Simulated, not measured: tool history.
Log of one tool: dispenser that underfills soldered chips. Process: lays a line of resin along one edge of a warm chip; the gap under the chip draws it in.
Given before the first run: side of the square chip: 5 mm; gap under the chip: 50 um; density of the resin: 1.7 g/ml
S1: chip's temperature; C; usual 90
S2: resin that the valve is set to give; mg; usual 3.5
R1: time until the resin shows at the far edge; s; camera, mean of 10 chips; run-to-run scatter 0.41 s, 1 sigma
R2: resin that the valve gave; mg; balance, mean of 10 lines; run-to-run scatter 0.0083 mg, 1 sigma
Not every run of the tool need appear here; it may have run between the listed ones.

{"run": 1, "hour": 0.0, "S1": 90, "S2": 3.5, "R1": 37.1, "R2": 3.446}
{"hour": 1.8, "done": "new syringe of resin"}
{"run": 2, "hour": 6.4, "S1": 90, "S2": 3.5, "R1": 33.7, "R2": 3.446}
{"hour": 10.4, "done": "new syringe of resin"}
{"run": 3, "hour": 14.6, "S1": 90, "S2": 4.14, "R1": 32.7, "R2": 4.077}
{"hour": 19.1, "done": "new syringe of resin"}
{"run": 4, "hour": 19.8, "S1": 90, "S2": 4.14, "R1": 27.6, "R2": 4.058}
{"run": 5, "hour": 25.9, "S1": 90, "S2": 4.14, "R1": 35.3, "R2": 4.065}
{"hour": 27.8, "done": "new syringe of resin"}
{"run": 6, "hour": 31.0, "S1": 78, "S2": 3.5, "R1": 46.4, "R2": 3.44}
{"run": 7, "hour": 35.5, "S1": 90, "S2": 3.5, "R1": 37.8, "R2": 3.416}
{"hour": 36.9, "done": "new syringe of resin"}
{"hour": 41.0, "done": "dispensing valve cleaned and set on the balance"}
{"run": 8, "hour": 42.6, "S1": 90, "S2": 3.5, "R1": 32, "R2": 3.505}
{"hour": 46.8, "done": "new syringe of resin"}
{"run": 9, "hour": 50.5, "S1": 90, "S2": 3.5, "R1": 31.9, "R2": 3.501}
{"hour": 55.4, "done": "new syringe of resin"}
{"run": 10, "hour": 59.1, "S1": 90, "S2": 3.5, "R1": 30.5, "R2": 3.492}
{"hour": 64.5, "done": "new syringe of resin"}
{"run": 11, "hour": 65.2, "S1": 90, "S2": 3.5, "R1": 27, "R2": 3.497}
{"run": 12, "hour": 69.7, "S1": 90, "S2": 4.33, "R1": 33.1, "R2": 4.309}
{"hour": 73.3, "done": "new syringe of resin"}
{"run": 13, "hour": 75.3, "S1": 90, "S2": 4.33, "R1": 28.5, "R2": 4.301}
{"run": 14, "hour": 81.1, "S1": 90, "S2": 4.33, "R1": 37.6, "R2": 4.298}
{"hour": 82.0, "done": "new syringe of resin"}
{"run": 15, "hour": 84.8, "S1": 90, "S2": 3.93, "R1": 29.3, "R2": 3.872}
{"run": 16, "hour": 89.6, "S1": 104, "S2": 3.93, "R1": 24.2, "R2": 3.891}
{"hour": 91.1, "done": "new syringe of resin"}
{"run": 17, "hour": 96.5, "S1": 90, "S2": 3.5, "R1": 33.7, "R2": 3.455}
{"hour": 100.1, "done": "new syringe of resin"}
{"run": 18, "hour": 102.5, "S1": 90, "S2": 3.5, "R1": 28.5, "R2": 3.44}
{"hour": 108.8, "done": "new syringe of resin"}
{"run": 19, "hour": 108.8, "S1": 90, "S2": 4.28, "R1": 24.9, "R2": 4.23}
{"run": 20, "hour": 114.7, "S1": 76, "S2": 4.13, "R1": 54.2, "R2": 4.074}
{"hour": 116.9, "done": "dispensing valve cleaned and set on the balance"}
{"hour": 118.7, "done": "new syringe of resin"}
{"run": 21, "hour": 122.5, "S1": 76, "S2": 4.13, "R1": 49, "R2": 4.138}
{"run": 22, "hour": 126.1, "S1": 102, "S2": 3.9, "R1": 25.3, "R2": 3.887}
{"hour": 127.3, "done": "new syringe of resin"}
{"run": 23, "hour": 132.2, "S1": 78, "S2": 3.75, "R1": 51.1, "R2": 3.739}
{"hour": 136.1, "done": "new syringe of resin"}
{"run": 24, "hour": 140.8, "S1": 95, "S2": 4.1, "R1": 27.8, "R2": 4.081}
{"hour": 145.4, "done": "new syringe of resin"}
{"run": 25, "hour": 145.4, "S1": 95, "S2": 4.1, "R1": 22.3, "R2": 4.097}
{"run": 26, "hour": 149.2, "S1": 95, "S2": 4.1, "R1": 25.6, "R2": 4.05}
{"run": 27, "hour": 153.3, "S1": 95, "S2": 4.1, "R1": 31.5, "R2": 4.075}
{"hour": 154.2, "done": "new syringe of resin"}
{"run": 28, "hour": 160.9, "S1": 95, "S2": 4.1, "R1": 30.2, "R2": 4.07}
{"hour": 162.9, "done": "new syringe of resin"}
{"run": 29, "hour": 167.5, "S1": 95, "S2": 4.1, "R1": 26.8, "R2": 4.045}
{"hour": 171.7, "done": "new syringe of resin"}
{"run": 30, "hour": 173.5, "S1": 100, "S2": 3.41, "R1": 21.4, "R2": 3.37}
{"run": 31, "hour": 179.4, "S1": 91, "S2": 4.08, "R1": 35, "R2": 4.015}
{"hour": 180.3, "done": "new syringe of resin"}
{"run": 32, "hour": 184.6, "S1": 93, "S2": 3.43, "R1": 29.2, "R2": 3.388}
{"hour": 189.1, "done": "new syringe of resin"}
{"run": 33, "hour": 189.3, "S1": 93, "S2": 3.43, "R1": 24.1, "R2": 3.379}
{"hour": 193.1, "done": "dispensing valve cleaned and set on the balance"}
{"hour": 198.8, "done": "new syringe of resin"}
{"run": 34, "hour": 199.1, "S1": 93, "S2": 3.43, "R1": 23.5, "R2": 3.431}
{"run": 35, "hour": 203.1, "S1": 89, "S2": 4.18, "R1": 31.2, "R2": 4.199}

Run 36 has not been measured yet. What should we expect?
{"hour": 207.7, "done": "new syringe of resin"}
{"run": 36, "hour": 208.6, "S1": 88, "S2": 4.09, "R1": "?", "R2": "?"}

R1: 28.5 s
R2: 4.089 mg
If the tool had no hidden condition, the same run with the same run-to-run variation would have returned R1 29 s, R2 4.086 mg.
